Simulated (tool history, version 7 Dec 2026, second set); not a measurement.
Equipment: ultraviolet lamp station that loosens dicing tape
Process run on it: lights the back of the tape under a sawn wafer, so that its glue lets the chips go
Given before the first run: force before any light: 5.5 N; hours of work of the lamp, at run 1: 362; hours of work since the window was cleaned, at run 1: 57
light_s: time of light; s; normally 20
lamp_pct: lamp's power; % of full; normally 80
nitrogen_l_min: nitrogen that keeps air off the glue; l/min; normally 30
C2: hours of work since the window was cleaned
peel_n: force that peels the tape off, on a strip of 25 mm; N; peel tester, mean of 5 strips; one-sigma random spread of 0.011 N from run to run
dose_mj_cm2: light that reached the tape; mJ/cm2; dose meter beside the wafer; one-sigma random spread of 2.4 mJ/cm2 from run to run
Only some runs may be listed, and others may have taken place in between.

Run 1, hour 0: usual settings; hours of work of the lamp 362; C2 57. Result: peel_n 0.651 N, dose_mj_cm2 243 mJ/cm2.
Run 2, hour 34.4: usual settings; hours of work of the lamp 376; C2 72. Result: peel_n 0.652 N, dose_mj_cm2 244 mJ/cm2.
Run 3, hour 91.2: usual settings; hours of work of the lamp 399; C2 95. Result: peel_n 0.685 N, dose_mj_cm2 242 mJ/cm2.
Run 4, hour 119.9: usual settings; hours of work of the lamp 411; C2 107. Result: peel_n 0.711 N, dose_mj_cm2 233 mJ/cm2.
Run 5, hour 152: usual settings; hours of work of the lamp 424; C2 120. Result: peel_n 0.726 N, dose_mj_cm2 231 mJ/cm2.
Run 6, hour 182.8: usual settings; hours of work of the lamp 437; C2 133. Result: peel_n 0.696 N, dose_mj_cm2 231 mJ/cm2.
Run 7, hour 218.7: usual settings but lamp_pct 98 % of full; hours of work of the lamp 452; C2 148. Result: peel_n 0.495 N, dose_mj_cm2 281 mJ/cm2.
Run 8, hour 261.4: usual settings; hours of work of the lamp 469; C2 165. Result: peel_n 0.743 N, dose_mj_cm2 227 mJ/cm2.
Run 9, hour 294.4: usual settings; hours of work of the lamp 483; C2 179. Result: peel_n 0.759 N, dose_mj_cm2 223 mJ/cm2.
Run 10, hour 362.2: usual settings but lamp_pct 97 % of full; hours of work of the lamp 511; C2 207. Result: peel_n 0.563 N, dose_mj_cm2 261 mJ/cm2.
Run 11, hour 396.1: usual settings but lamp_pct 97 % of full; hours of work of the lamp 525; C2 221. Result: peel_n 0.565 N, dose_mj_cm2 262 mJ/cm2.
Run 12, hour 430.7: usual settings but lamp_pct 69 % of full; hours of work of the lamp 539; C2 235. Result: peel_n 1.041 N, dose_mj_cm2 184 mJ/cm2.
Run 13, hour 487.1: usual settings but lamp_pct 69 % of full; hours of work of the lamp 562; C2 258. Result: peel_n 1.091 N, dose_mj_cm2 180 mJ/cm2.
Run 14, hour 526.3: usual settings but lamp_pct 82 % of full; hours of work of the lamp 579; C2 275. Result: peel_n 0.873 N, dose_mj_cm2 213 mJ/cm2.
Run 15, hour 561.7: usual settings but lamp_pct 82 % of full; hours of work of the lamp 593; C2 289. Result: peel_n 0.887 N, dose_mj_cm2 212 mJ/cm2.
Run 16, hour 599: usual settings but lamp_pct 82 % of full; hours of work of the lamp 609; C2 304. Result: peel_n 0.878 N, dose_mj_cm2 207 mJ/cm2.
At hour 609.8: window cleaned of glue's vapour.
Run 17, hour 654.7: usual settings but lamp_pct 82 % of full; hours of work of the lamp 631; C2 19. Result: peel_n 0.734 N, dose_mj_cm2 239 mJ/cm2.
Run 18, hour 706.1: usual settings but lamp_pct 82 % of full; hours of work of the lamp 653; C2 40. Result: peel_n 0.704 N, dose_mj_cm2 234 mJ/cm2.
Run 19, hour 769: usual settings but lamp_pct 82 % of full; hours of work of the lamp 678; C2 66. Result: peel_n 0.744 N, dose_mj_cm2 230 mJ/cm2.
Run 20, hour 828: usual settings but lamp_pct 82 % of full; hours of work of the lamp 703; C2 90. Result: peel_n 0.766 N, dose_mj_cm2 225 mJ/cm2.
Run 21, hour 870.4: usual settings; hours of work of the lamp 720; C2 107. Result: peel_n 0.813 N, dose_mj_cm2 220 mJ/cm2.
Run 22, hour 928.5: usual settings; hours of work of the lamp 744; C2 131. Result: peel_n 0.831 N, dose_mj_cm2 215 mJ/cm2.
Run 23, hour 963.4: usual settings; hours of work of the lamp 759; C2 146. Result: peel_n 0.853 N, dose_mj_cm2 213 mJ/cm2.
Run 24, hour 1011.4: usual settings; hours of work of the lamp 778; C2 166. Result: peel_n 0.898 N, dose_mj_cm2 212 mJ/cm2.
Run 25, hour 1078.7: usual settings but light_s 24 s, lamp_pct 94 % of full, nitrogen_l_min 12 l/min; hours of work of the lamp 806; C2 193. Result: peel_n 0.995 N, dose_mj_cm2 286 mJ/cm2.
Run 26, hour 1127.9: usual settings but light_s 28 s, nitrogen_l_min 58 l/min; hours of work of the lamp 826; C2 214. Result: peel_n 0.257 N, dose_mj_cm2 278 mJ/cm2.
Run 27, hour 1156: usual settings but light_s 28 s, nitrogen_l_min 58 l/min; hours of work of the lamp 838; C2 225. Result: peel_n 0.268 N, dose_mj_cm2 276 mJ/cm2.
Run 28, hour 1219.8: usual settings but light_s 10 s, lamp_pct 95 % of full, nitrogen_l_min 53 l/min; hours of work of the lamp 864; C2 252. Result: peel_n 1.553 N, dose_mj_cm2 115 mJ/cm2.
Run 29, hour 1280.5: usual settings but light_s 23 s, lamp_pct 95 % of full, nitrogen_l_min 28 l/min; hours of work of the lamp 889; C2 277. Result: peel_n 0.603 N, dose_mj_cm2 259 mJ/cm2.
Run 30, hour 1347.2: usual settings but light_s 21 s, nitrogen_l_min 14 l/min; hours of work of the lamp 917; C2 304. Result: peel_n 1.597 N, dose_mj_cm2 191 mJ/cm2.
At hour 1357.4: window cleaned of glue's vapour.
Run 31, hour 1381.2: usual settings but light_s 21 s, lamp_pct 81 % of full, nitrogen_l_min 14 l/min; hours of work of the lamp 931; C2 10. Result: peel_n 1.3 N, dose_mj_cm2 222 mJ/cm2.
Run 32, hour 1429.5: usual settings but light_s 21 s, lamp_pct 81 % of full, nitrogen_l_min 14 l/min; hours of work of the lamp 951; C2 30. Result: peel_n 1.362 N, dose_mj_cm2 222 mJ/cm2.
Run 33, hour 1464.9: usual settings but light_s 21 s, lamp_pct 81 % of full, nitrogen_l_min 14 l/min; hours of work of the lamp 965; C2 44. Result: peel_n 1.412 N, dose_mj_cm2 218 mJ/cm2.
Run 34, hour 1501.6: usual settings but light_s 34 s; hours of work of the lamp 980; C2 59. Result: peel_n 0.282 N, dose_mj_cm2 338 mJ/cm2.
Run 35, hour 1549.2: usual settings but light_s 21 s, lamp_pct 68 % of full, nitrogen_l_min 52 l/min; hours of work of the lamp 1000; C2 79. Result: peel_n 0.803 N, dose_mj_cm2 179 mJ/cm2.
Run 36, hour 1579.7: usual settings but light_s 24 s, lamp_pct 87 % of full, nitrogen_l_min 53 l/min; hours of work of the lamp 1013; C2 92. Result: peel_n 0.35 N, dose_mj_cm2 255 mJ/cm2.
Run 37, hour 1646.1: usual settings but light_s 13 s, nitrogen_l_min 15 l/min; hours of work of the lamp 1040; C2 119. Result: peel_n 2.412 N, dose_mj_cm2 126 mJ/cm2.
Run 38, hour 1686.9: usual settings but light_s 13 s, nitrogen_l_min 15 l/min; hours of work of the lamp 1057; C2 136. Result: peel_n 2.465 N, dose_mj_cm2 123 mJ/cm2.
Run 39, hour 1753.9: usual settings but light_s 25 s, lamp_pct 76 % of full, nitrogen_l_min 35 l/min; hours of work of the lamp 1084; C2 164. Result: peel_n 0.665 N, dose_mj_cm2 225 mJ/cm2.
Run 40, hour 1783.8: usual settings but light_s 27 s, lamp_pct 78 % of full, nitrogen_l_min 13 l/min; hours of work of the lamp 1097; C2 176. Result: peel_n 1.253 N, dose_mj_cm2 243 mJ/cm2.
Run 41, hour 1847.3: usual settings but light_s 27 s, lamp_pct 78 % of full, nitrogen_l_min 13 l/min; hours of work of the lamp 1123; C2 202. Result: peel_n 1.265 N, dose_mj_cm2 241 mJ/cm2.
Run 42, hour 1900.9: usual settings but light_s 27 s, lamp_pct 78 % of full, nitrogen_l_min 13 l/min; hours of work of the lamp 1145; C2 224. Result: peel_n 1.297 N, dose_mj_cm2 235 mJ/cm2.

Results for each run, recomputed without the tool's hidden state and with each run's random variation untouched:
What the log doesn't record here: lamp's light, % of a new lamp's; light that the window lets through, % of a clean one's; drift of the gauge itself on peel_n, %; drift of the gauge itself on dose_mj_cm2, %.
run  peel_n  dose_mj_cm2
  1   0.481          280
  2    0.47          284
  3    0.48          286
  4   0.489          279
  5   0.487          278
  6   0.457          282
  7   0.297          346
  8   0.467          283
  9   0.466          282
 10   0.309          337
 11   0.299          342
 12    0.63          243
 13   0.643          242
 14   0.461          291
 15   0.459          292
 16   0.446          289
 17   0.481          291
 18   0.448          289
 19   0.455          290
 20   0.452          288
 21   0.477          285
 22   0.473          284
 23    0.47          285
 24   0.483          287
 25   0.534          396
 26   0.103          393
 27   0.108          392
 28   0.881          167
 29   0.227          385
 30   0.848          293
 31   0.818          297
 32   0.836          300
 33   0.855          298
 34   0.117          470
 35   0.386          251
 36   0.138          363
 37   1.661          183
 38   1.678          182
 39   0.253          338
 40   0.588          369
 41   0.577          374
 42   0.576          372
